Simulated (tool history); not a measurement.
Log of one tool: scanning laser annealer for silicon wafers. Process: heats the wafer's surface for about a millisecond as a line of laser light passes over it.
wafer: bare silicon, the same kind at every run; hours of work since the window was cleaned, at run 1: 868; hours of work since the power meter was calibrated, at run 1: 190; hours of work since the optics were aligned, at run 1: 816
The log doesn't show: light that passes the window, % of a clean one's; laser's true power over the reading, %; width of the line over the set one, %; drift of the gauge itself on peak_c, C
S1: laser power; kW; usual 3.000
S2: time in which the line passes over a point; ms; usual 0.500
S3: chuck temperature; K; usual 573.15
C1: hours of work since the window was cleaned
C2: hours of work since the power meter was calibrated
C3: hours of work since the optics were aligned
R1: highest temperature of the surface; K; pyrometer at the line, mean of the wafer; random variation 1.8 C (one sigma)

run 1 hour=0.0 | S1=3.000 S2=0.500 S3=573.15 | C1=868 C2=190 C3=816 | R1=1273.15
-- hour=21.6 window over the wafer cleaned
run 2 hour=64.0 | S1=3.000 S2=0.500 S3=573.15 | C1=24 C2=225 C3=852 | R1=1301.15
run 3 hour=136.1 | S1=3.000 S2=0.500 S3=573.15 | C1=66 C2=267 C3=893 | R1=1300.15
run 4 hour=181.8 | S1=3.000 S2=0.500 S3=570.15 | C1=93 C2=294 C3=920 | R1=1295.15
run 5 hour=257.3 | S1=3.000 S2=0.500 S3=599.15 | C1=136 C2=337 C3=963 | R1=1323.15
run 6 hour=333.5 | S1=3.000 S2=0.500 S3=599.15 | C1=180 C2=381 C3=1008 | R1=1322.15
run 7 hour=406.8 | S1=3.000 S2=0.361 S3=599.15 | C1=223 C2=424 C3=1050 | R1=1205.15
run 8 hour=445.0 | S1=3.000 S2=0.361 S3=599.15 | C1=245 C2=446 C3=1072 | R1=1204.15
run 9 hour=498.2 | S1=3.000 S2=0.500 S3=573.15 | C1=276 C2=477 C3=1103 | R1=1288.15
run 10 hour=568.5 | S1=3.000 S2=0.500 S3=550.15 | C1=316 C2=517 C3=1143 | R1=1267.15
run 11 hour=615.8 | S1=3.000 S2=0.524 S3=573.15 | C1=344 C2=545 C3=1171 | R1=1308.15
run 12 hour=678.0 | S1=3.000 S2=0.524 S3=573.15 | C1=380 C2=580 C3=1207 | R1=1302.15
-- hour=713.9 optics aligned, line set to its width
run 13 hour=732.3 | S1=3.000 S2=0.524 S3=573.15 | C1=408 C2=609 C3=11 | R1=1314.15
run 14 hour=796.6 | S1=3.000 S2=0.524 S3=573.15 | C1=445 C2=646 C3=48 | R1=1315.15
run 15 hour=847.3 | S1=2.866 S2=0.458 S3=589.15 | C1=475 C2=675 C3=77 | R1=1234.15
run 16 hour=920.7 | S1=3.000 S2=0.383 S3=551.15 | C1=517 C2=718 C3=120 | R1=1176.15
run 17 hour=981.4 | S1=3.000 S2=0.500 S3=540.15 | C1=552 C2=753 C3=155 | R1=1254.15
run 18 hour=1034.1 | S1=3.000 S2=0.404 S3=594.15 | C1=583 C2=783 C3=185 | R1=1232.15
run 19 hour=1082.3 | S1=2.647 S2=0.471 S3=572.15 | C1=610 C2=811 C3=213 | R1=1156.15
run 20 hour=1142.6 | S1=2.647 S2=0.488 S3=572.15 | C1=645 C2=846 C3=248 | R1=1168.15
run 21 hour=1220.9 | S1=3.144 S2=0.370 S3=554.15 | C1=691 C2=891 C3=293 | R1=1199.15

4 ways to go on from here, each from the tool as it stands after run 21. What would each give?
run A hour=1275.9 | S1=3.000 S2=0.358 S3=605.15 | C1=722 C2=923 C3=325 | R1=?
run B hour=1275.9 | S1=2.887 S2=0.500 S3=573.15 | C1=722 C2=923 C3=325 | R1=?
run C hour=1275.9 | S1=2.760 S2=0.379 S3=554.15 | C1=722 C2=923 C3=325 | R1=?
run D hour=1275.9 | S1=2.626 S2=0.404 S3=606.15 | C1=722 C2=923 C3=325 | R1=?

run=A R1=1196.15
run=B R1=1244.15
run=C R1=1101.15
run=D R1=1136.15
Without the tool's hidden state the same runs would have given:
run=A R1=1222.15
run=B R1=1273.15
run=C R1=1124.15
run=D R1=1159.15
